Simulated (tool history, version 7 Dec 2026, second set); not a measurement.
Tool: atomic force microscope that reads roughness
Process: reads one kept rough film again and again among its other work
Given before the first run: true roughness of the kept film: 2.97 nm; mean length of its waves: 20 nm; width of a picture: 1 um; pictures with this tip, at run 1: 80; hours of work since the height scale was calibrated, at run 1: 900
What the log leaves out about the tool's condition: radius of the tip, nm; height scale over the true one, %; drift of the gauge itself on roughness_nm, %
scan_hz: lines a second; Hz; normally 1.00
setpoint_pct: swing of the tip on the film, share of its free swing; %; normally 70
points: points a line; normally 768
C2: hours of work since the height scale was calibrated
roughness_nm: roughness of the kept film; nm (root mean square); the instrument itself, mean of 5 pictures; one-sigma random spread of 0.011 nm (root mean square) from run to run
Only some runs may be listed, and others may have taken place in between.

run 1 hour=0.0 | scan_hz=1.00 setpoint_pct=70 points=768 | pictures_with_this_tip=80 C2=900 | roughness_nm=2.296
run 2 hour=74.8 | scan_hz=1.00 setpoint_pct=70 points=768 | pictures_with_this_tip=159 C2=936 | roughness_nm=2.235
run 3 hour=129.1 | scan_hz=1.00 setpoint_pct=70 points=768 | pictures_with_this_tip=217 C2=963 | roughness_nm=2.153
-- hour=173.9 new tip fitted
run 4 hour=191.3 | scan_hz=1.00 setpoint_pct=70 points=768 | pictures_with_this_tip=18 C2=993 | roughness_nm=2.405
run 5 hour=224.8 | scan_hz=1.00 setpoint_pct=55 points=768 | pictures_with_this_tip=54 C2=1009 | roughness_nm=2.454
run 6 hour=269.3 | scan_hz=1.00 setpoint_pct=55 points=768 | pictures_with_this_tip=101 C2=1031 | roughness_nm=2.377
run 7 hour=335.6 | scan_hz=1.00 setpoint_pct=55 points=901 | pictures_with_this_tip=171 C2=1063 | roughness_nm=2.313
run 8 hour=374.5 | scan_hz=1.00 setpoint_pct=55 points=901 | pictures_with_this_tip=213 C2=1082 | roughness_nm=2.270
-- hour=382.6 height scale calibrated on a step standard
-- hour=422.7 new tip fitted
run 9 hour=443.6 | scan_hz=1.00 setpoint_pct=70 points=768 | pictures_with_this_tip=22 C2=30 | roughness_nm=2.377
run 10 hour=509.5 | scan_hz=1.38 setpoint_pct=70 points=768 | pictures_with_this_tip=92 C2=62 | roughness_nm=2.246
run 11 hour=584.5 | scan_hz=1.38 setpoint_pct=70 points=768 | pictures_with_this_tip=172 C2=98 | roughness_nm=2.146
run 12 hour=650.8 | scan_hz=1.99 setpoint_pct=67 points=633 | pictures_with_this_tip=242 C2=131 | roughness_nm=2.053
-- hour=670.3 new tip fitted
run 13 hour=712.3 | scan_hz=1.99 setpoint_pct=67 points=633 | pictures_with_this_tip=45 C2=160 | roughness_nm=2.234
-- hour=747.0 height scale calibrated on a step standard, once more
run 14 hour=768.6 | scan_hz=2.10 setpoint_pct=83 points=325 | pictures_with_this_tip=104 C2=11 | roughness_nm=1.954
run 15 hour=831.8 | scan_hz=1.00 setpoint_pct=77 points=768 | pictures_with_this_tip=171 C2=41 | roughness_nm=2.193
run 16 hour=896.5 | scan_hz=2.52 setpoint_pct=68 points=550 | pictures_with_this_tip=239 C2=73 | roughness_nm=2.024
-- hour=922.8 new tip fitted
run 17 hour=934.3 | scan_hz=1.96 setpoint_pct=88 points=328 | pictures_with_this_tip=12 C2=91 | roughness_nm=1.954
run 18 hour=1008.2 | scan_hz=0.73 setpoint_pct=70 points=614 | pictures_with_this_tip=90 C2=127 | roughness_nm=2.314
run 19 hour=1061.1 | scan_hz=0.73 setpoint_pct=70 points=614 | pictures_with_this_tip=146 C2=153 | roughness_nm=2.266
run 20 hour=1098.5 | scan_hz=1.13 setpoint_pct=61 points=758 | pictures_with_this_tip=186 C2=171 | roughness_nm=2.241
run 21 hour=1160.8 | scan_hz=1.75 setpoint_pct=58 points=758 | pictures_with_this_tip=252 C2=202 | roughness_nm=2.146
-- hour=1171.7 new tip fitted
run 22 hour=1200.1 | scan_hz=2.26 setpoint_pct=74 points=833 | pictures_with_this_tip=31 C2=221 | roughness_nm=2.197

Here are 5 independent what-if runs from the current tool condition. What would each one return?
run A hour=1242.4 | scan_hz=1.00 setpoint_pct=84 points=861 | pictures_with_this_tip=75 C2=241 | roughness_nm=?
run B hour=1242.4 | scan_hz=2.26 setpoint_pct=66 points=290 | pictures_with_this_tip=75 C2=241 | roughness_nm=?
run C hour=1242.4 | scan_hz=1.00 setpoint_pct=81 points=537 | pictures_with_this_tip=75 C2=241 | roughness_nm=?
run D hour=1242.4 | scan_hz=1.92 setpoint_pct=84 points=692 | pictures_with_this_tip=75 C2=241 | roughness_nm=?
run E hour=1242.4 | scan_hz=2.26 setpoint_pct=74 points=861 | pictures_with_this_tip=75 C2=241 | roughness_nm=?

run=A roughness_nm=2.208
run=B roughness_nm=2.191
run=C roughness_nm=2.227
run=D roughness_nm=2.023
run=E roughness_nm=2.121
Take away the tool's hidden state, keep each run's random variation, and the runs would have read:
run=A roughness_nm=2.317
run=B roughness_nm=2.300
run=C roughness_nm=2.337
run=D roughness_nm=2.124
run=E roughness_nm=2.226

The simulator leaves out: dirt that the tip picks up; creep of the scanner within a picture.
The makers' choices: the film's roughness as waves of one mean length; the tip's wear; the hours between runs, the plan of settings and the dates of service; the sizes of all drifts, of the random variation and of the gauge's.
